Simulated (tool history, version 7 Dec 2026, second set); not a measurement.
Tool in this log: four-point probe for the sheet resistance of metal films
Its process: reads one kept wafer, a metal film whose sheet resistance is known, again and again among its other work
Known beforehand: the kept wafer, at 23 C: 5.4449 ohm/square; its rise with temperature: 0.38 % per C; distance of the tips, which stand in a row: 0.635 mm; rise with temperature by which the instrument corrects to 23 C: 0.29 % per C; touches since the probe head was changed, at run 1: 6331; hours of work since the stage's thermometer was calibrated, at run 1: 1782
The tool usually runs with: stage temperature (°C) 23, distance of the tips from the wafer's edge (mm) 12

run	hour	stage temperature (°C)	distance of the tips from the wafer's edge (mm)	touches since the probe head was changed	hours of work since the stage's thermometer was calibrated	sheet resistance as the instrument gives it (ohm/square)
1	0.0	23	12	6331	1782	5.450640
2	10.9	23	12	6574	1791	5.449898
3	24.5	23	12	6879	1801	5.451478
4	39.7	23	12	7216	1812	5.448795
5	49.2	23	12	7430	1820	5.449310
# hour 53.9: stage's thermometer calibrated
6	60.5	23	8	7671	5	5.452193
7	81.3	23	8	8135	21	5.454037
8	101.4	23	8	8583	36	5.450135
9	117.0	23	8	8930	48	5.452905
# hour 119.4: stage's thermometer calibrated, once more
10	133.5	23	12	9288	11	5.456733
11	153.9	23	12	9743	26	5.458688
12	164.2	32	12	9973	34	5.499820
13	175.9	32	12	10233	43	5.499589
14	195.9	23	12	10679	58	5.457137
15	207.8	23	12	10945	67	5.457965
16	218.2	23	35	11178	75	5.449802
17	231.2	23	35	11468	85	5.450771
18	250.8	22	65	11906	100	5.446262
19	260.1	35	28	12113	107	5.505839
20	279.6	19	4	12547	122	5.500776
21	295.3	25	10	12898	134	5.469683
22	316.7	24	20	13375	150	5.455809
23	332.3	24	20	13724	162	5.454740
24	348.0	23	24	14073	174	5.450469
25	357.3	20	5	14282	181	5.479568
26	366.9	24	12	14496	188	5.458669
27	378.4	23	23	14752	197	5.448324
28	399.4	28	4	15221	213	5.542626
29	410.4	29	11	15466	221	5.482071
30	432.2	18	7	15952	238	5.446230
31	447.8	25	18	16301	250	5.459142
32	459.4	22	37	16559	258	5.441567
33	475.1	27	12	16910	270	5.473000

What differs in the tool's unlogged condition from the final listed run ahead of each entry between runs to the first listed run following it?
After run 5, before run 6: stage's thermometer calibrated (hour 53.9)
  inner tips' distance over the nominal, %: 0.093 -> 0.091; wafer's true temperature over the reading, C: -0.46 -> -0.76
  measured value less the no-hidden-state value, sheet resistance as the instrument gives it (ohm/square): -0.003989 -> -0.010298
After run 9, before run 10: stage's thermometer calibrated, once more (hour 119.4)
  inner tips' distance over the nominal, %: 0.08 -> 0.077; tips' flats over new ones', %: 8 -> 9; wafer's true temperature over the reading, C: -0.77 -> 0.05
  measured value less the no-hidden-state value, sheet resistance as the instrument gives it (ohm/square): -0.011217 -> +0.005504
